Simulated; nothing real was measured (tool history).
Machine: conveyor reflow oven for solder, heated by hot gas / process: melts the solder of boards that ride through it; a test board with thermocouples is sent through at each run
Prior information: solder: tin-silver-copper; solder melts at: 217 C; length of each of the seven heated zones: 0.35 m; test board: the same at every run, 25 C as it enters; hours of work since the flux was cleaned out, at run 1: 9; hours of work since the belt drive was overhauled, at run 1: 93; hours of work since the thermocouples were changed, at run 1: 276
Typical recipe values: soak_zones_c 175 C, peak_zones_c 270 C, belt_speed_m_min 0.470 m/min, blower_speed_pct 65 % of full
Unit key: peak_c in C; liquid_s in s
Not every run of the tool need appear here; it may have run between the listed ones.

run	day	soak_zones_c	peak_zones_c	belt_speed_m_min	blower_speed_pct	hours of work since the flux was cleaned out	hours of work since the belt drive was overhauled	hours of work since the thermocouples were changed	peak_c	liquid_s
1	0.000	175	270	0.470	65	9	93	276	252.7	66.9
2	0.517	175	270	0.470	65	17	102	284	252.7	66.3
3	1.075	175	270	0.470	65	26	111	293	253.0	66.7
4	1.708	175	270	0.465	65	37	121	304	252.3	67.1
5	2.112	185	270	0.470	65	43	127	310	253.4	72.8
6	2.542	185	270	0.470	65	50	134	317	253.1	73.1
7	3.000	185	270	0.470	65	57	142	324	253.7	72.3
8	3.388	175	270	0.470	50	64	148	331	246.3	60.7
9	3.746	175	270	0.470	62	70	154	337	250.3	65.4
10	4.192	175	270	0.470	62	77	161	344	249.7	65.6
11	4.488	175	270	0.470	62	82	166	349	249.9	64.8
12	4.883	175	270	0.470	62	88	172	355	251.5	65.1
13	5.279	175	270	0.470	65	94	179	361	251.3	66.4
14	5.612	175	270	0.406	65	100	184	367	255.8	82.8
15	6.221	175	270	0.470	73	110	194	377	253.7	67.9
16	6.846	175	263	0.470	73	120	204	387	246.9	62.9
17	7.338	175	273	0.470	65	128	212	395	253.4	67.7
18	7.875	171	283	0.470	52	137	221	404	255.9	66.7
19	8.492	166	262	0.470	50	147	231	414	236.9	45.1
20	9.029	166	262	0.405	50	155	240	422	243.2	61.9
21	9.604	188	273	0.474	75	165	249	432	258.0	77.6
22	10.121	175	284	0.399	54	173	257	440	264.3	90.3
23	10.479	175	272	0.397	54	179	263	446	255.0	83.2
24	10.808	175	272	0.397	54	184	269	451	254.4	81.2
25	11.238	173	271	0.395	57	191	276	458	254.8	81.2
26	11.675	175	270	0.470	69	198	283	465	251.0	65.7
27	12.112	185	264	0.482	65	205	290	472	246.6	64.0
28	12.558	185	268	0.482	88	213	297	480	255.1	71.7
29	13.012	175	270	0.507	65	220	304	487	247.2	57.2
30	13.567	174	280	0.470	59	229	313	496	256.7	68.7
31	13.846	167	267	0.544	59	233	318	500	237.7	38.9
32	14.267	167	267	0.544	59	240	325	507	238.2	38.9

Forecast each of these 3 alternatives for the next run:
# day 14.646: thermocouples of zones 6 and 7 changed
A	14.754	166	264	0.470	65	247	331	2	?	?
# day 14.646: thermocouples of zones 6 and 7 changed
B	14.754	175	272	0.398	65	247	331	2	?	?
# day 14.646: thermocouples of zones 6 and 7 changed
C	14.754	167	280	0.544	53	247	331	2	?	?

run	peak_c	liquid_s
A	244.3	54.8
B	257.8	85.9
C	245.8	46.9
Without the tool's hidden state the same runs would have given:
run	peak_c	liquid_s
A	246.5	57.8
B	259.5	87.5
C	248.5	49.8
